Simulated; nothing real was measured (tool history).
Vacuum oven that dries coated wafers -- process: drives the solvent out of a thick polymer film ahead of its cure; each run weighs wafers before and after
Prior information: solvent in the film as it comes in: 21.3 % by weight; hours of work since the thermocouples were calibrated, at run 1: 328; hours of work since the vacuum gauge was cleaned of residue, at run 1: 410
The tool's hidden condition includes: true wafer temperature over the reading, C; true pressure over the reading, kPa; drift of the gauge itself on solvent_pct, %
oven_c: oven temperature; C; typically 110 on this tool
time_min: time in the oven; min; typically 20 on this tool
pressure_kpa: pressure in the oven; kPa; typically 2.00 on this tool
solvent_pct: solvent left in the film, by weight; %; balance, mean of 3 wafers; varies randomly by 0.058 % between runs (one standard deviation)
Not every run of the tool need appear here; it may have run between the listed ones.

| run | hour | oven_c | time_min | pressure_kpa | hours of work since the thermocouples were calibrated | hours of work since the vacuum gauge was cleaned of residue | solvent_pct |
|---|---|---|---|---|---|---|---|
| 1 | 0.0 | 110 | 20 | 2.00 | 328 | 410 | 3.06 |
| 2 | 22.7 | 110 | 20 | 6.60 | 342 | 424 | 7.24 |
| 3 | 47.4 | 110 | 20 | 3.59 | 357 | 439 | 4.58 |
| 4 | 65.2 | 110 | 20 | 3.59 | 368 | 450 | 4.53 |
| 5 | 80.8 | 110 | 20 | 3.59 | 378 | 460 | 4.59 |
| 6 | 93.3 | 110 | 20 | 2.00 | 385 | 468 | 3.01 |
| 7 | 116.9 | 113 | 20 | 2.00 | 400 | 482 | 2.52 |
| 8 | 133.5 | 113 | 20 | 2.00 | 410 | 492 | 2.57 |
| 9 | 152.2 | 113 | 20 | 2.00 | 421 | 504 | 2.55 |
| 10 | 172.3 | 113 | 20 | 2.00 | 434 | 516 | 2.64 |
| 11 | 192.7 | 113 | 20 | 2.00 | 446 | 529 | 2.64 |
| 12 | 206.3 | 110 | 20 | 2.00 | 455 | 537 | 3.07 |
| 13 | 226.8 | 110 | 20 | 2.00 | 467 | 550 | 3.02 |
| 14 | 238.1 | 110 | 20 | 2.00 | 474 | 557 | 3.07 |
| 15 | 253.6 | 110 | 20 | 2.00 | 484 | 566 | 3.12 |
| 16 | 277.8 | 110 | 20 | 1.14 | 498 | 581 | 2.27 |
| 17 | 302.9 | 110 | 20 | 2.00 | 514 | 596 | 3.10 |
| 18 | 315.2 | 110 | 20 | 2.00 | 521 | 604 | 3.11 |
| 19 | 332.5 | 114 | 20 | 2.00 | 532 | 615 | 2.46 |
| 20 | 351.5 | 116 | 20 | 2.00 | 544 | 626 | 2.12 |
| 21 | 366.0 | 98 | 19 | 6.39 | 553 | 635 | 11.58 |
| 22 | 388.1 | 98 | 19 | 6.39 | 566 | 649 | 11.55 |
| 23 | 406.2 | 108 | 25 | 1.23 | 577 | 660 | 2.10 |
| 24 | 420.9 | 108 | 25 | 1.23 | 586 | 669 | 2.13 |
| 25 | 441.4 | 110 | 34 | 3.85 | 599 | 681 | 4.12 |
| 26 | 464.9 | 110 | 26 | 1.21 | 613 | 696 | 1.78 |
| 27 | 489.1 | 110 | 26 | 3.47 | 628 | 711 | 3.90 |
| 28 | 501.7 | 112 | 20 | 3.70 | 636 | 718 | 4.35 |
| 29 | 519.1 | 117 | 18 | 1.11 | 647 | 729 | 1.62 |
| 30 | 542.4 | 110 | 11 | 2.00 | 661 | 743 | 5.63 |
| 31 | 560.1 | 124 | 12 | 1.55 | 672 | 754 | 2.09 |
| 32 | 583.6 | 110 | 10 | 6.09 | 686 | 769 | 9.24 |
| 33 | 601.9 | 121 | 20 | 2.00 | 698 | 780 | 1.71 |
| 34 | 623.1 | 124 | 15 | 6.10 | 711 | 793 | 4.43 |
| 35 | 636.8 | 124 | 15 | 6.10 | 719 | 801 | 4.36 |
| 36 | 651.3 | 117 | 15 | 6.64 | 728 | 810 | 6.22 |
| 37 | 666.9 | 123 | 10 | 3.68 | 737 | 820 | 4.32 |
| 38 | 692.9 | 123 | 10 | 3.68 | 753 | 836 | 4.22 |
| 39 | 708.2 | 102 | 10 | 5.58 | 763 | 845 | 11.56 |

4 ways to go on from here, each from the tool as it stands after run 39. What would each give?
| A | 730.4 | 102 | 25 | 2.68 | 776 | 859 | ? |
| B | 730.4 | 110 | 20 | 1.16 | 776 | 859 | ? |
| C | 730.4 | 110 | 16 | 5.58 | 776 | 859 | ? |
| D | 730.4 | 102 | 35 | 5.58 | 776 | 859 | ? |

| run | solvent_pct |
|---|---|
| A | 4.75 |
| B | 2.33 |
| C | 7.11 |
| D | 7.66 |
Without the tool's hidden state the same runs would have given:
| run | solvent_pct |
|---|---|
| A | 4.44 |
| B | 2.11 |
| C | 6.79 |
| D | 7.30 |

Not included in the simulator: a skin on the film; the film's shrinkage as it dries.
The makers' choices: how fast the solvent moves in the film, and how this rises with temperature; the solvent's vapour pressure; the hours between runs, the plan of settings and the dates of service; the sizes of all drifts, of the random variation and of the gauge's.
